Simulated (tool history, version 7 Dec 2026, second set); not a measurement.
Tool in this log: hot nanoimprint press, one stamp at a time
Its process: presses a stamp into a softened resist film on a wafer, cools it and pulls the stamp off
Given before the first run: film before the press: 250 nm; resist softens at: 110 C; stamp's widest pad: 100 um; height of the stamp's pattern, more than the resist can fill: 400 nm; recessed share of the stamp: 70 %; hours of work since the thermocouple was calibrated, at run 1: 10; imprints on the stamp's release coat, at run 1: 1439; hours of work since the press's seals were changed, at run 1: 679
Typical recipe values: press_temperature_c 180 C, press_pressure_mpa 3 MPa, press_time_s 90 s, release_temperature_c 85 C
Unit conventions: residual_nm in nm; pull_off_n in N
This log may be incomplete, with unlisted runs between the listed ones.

run   hour  press_temperature_c  press_pressure_mpa  press_time_s  release_temperature_c  hours of work since the thermocouple was calibrated  imprints on the stamp's release coat  hours of work since the press's seals were changed  residual_nm  pull_off_n
  1      0                  180                   3            90                     85                                                   10                                  1439                                                 679        138.1         268
  2     31                  180                   3            90                     85                                                   29                                  1508                                                 699        137.4         259
      54.2  -- stamp cleaned and given a new release coat
  3   64.9                  180                   3            90                     85                                                   46                                    24                                                 716        137.6         166
  4   87.5                  180                2.63            90                     85                                                   60                                    74                                                 730        144.6         172
  5  121.5                  180                2.63            90                     85                                                   81                                   150                                                 751        144.9         169
  6  147.1                  180                2.63            90                     85                                                   97                                   207                                                 766        145.3         183
  7  161.6                  180                2.63            90                     85                                                  106                                   240                                                 775        144.5         175
  8  179.3                  180                2.26            90                     85                                                  117                                   279                                                 786        152.1         180
  9  201.3                  180                2.26            90                     85                                                  130                                   328                                                 800        152.4         176
 10  220.1                  180                2.26            90                     85                                                  142                                   370                                                 811        152.3         186
 11  238.6                  180                   3            90                     85                                                  153                                   411                                                 823        140.5         187
 12  252.9                  180                   3            90                     85                                                  162                                   443                                                 832        139.4         196
 13  275.8                  180                   3            90                     85                                                  176                                   494                                                 846        139.8         196
 14  293.1                  180                   3            90                     85                                                  187                                   533                                                 856        140.1         192
 15  314.1                  180                   3            90                     85                                                  200                                   579                                                 869        140.4         191
 16  343.5                  180                   3            90                     85                                                  218                                   645                                                 887        140.3         206
 17  365.1                  180                   3            90                     88                                                  231                                   693                                                 901        140.1         190
 18  397.4                  180                   3            90                     88                                                  251                                   765                                                 921        141.2         201
 19  428.7                  184                3.32            90                     89                                                  270                                   835                                                 940        119.9         198
 20  458.2                  169                   3            90                     85                                                  288                                   900                                                 958        190.3         229
 21  484.2                  190                   3            46                     85                                                  304                                   958                                                 974        133.8         232
 22  514.1                  187                   3            90                     91                                                  323                                  1025                                                 993        113.6         197
     540.9  -- plate thermocouple calibrated
 23  543.9                  180                3.46           158                     91                                                    2                                  1085                                                1009        106.9         200

Estimate the outcome of run 24 from the log above:
 24  562.5                  180                2.29           177                     77                                                   13                                  1126                                                1021            ?           ?

residual_nm: 119.3 nm
pull_off_n: 282 N
If the tool had no hidden condition, the same run with the same run-to-run variation would have returned residual_nm 116.9 nm, pull_off_n 192 N.
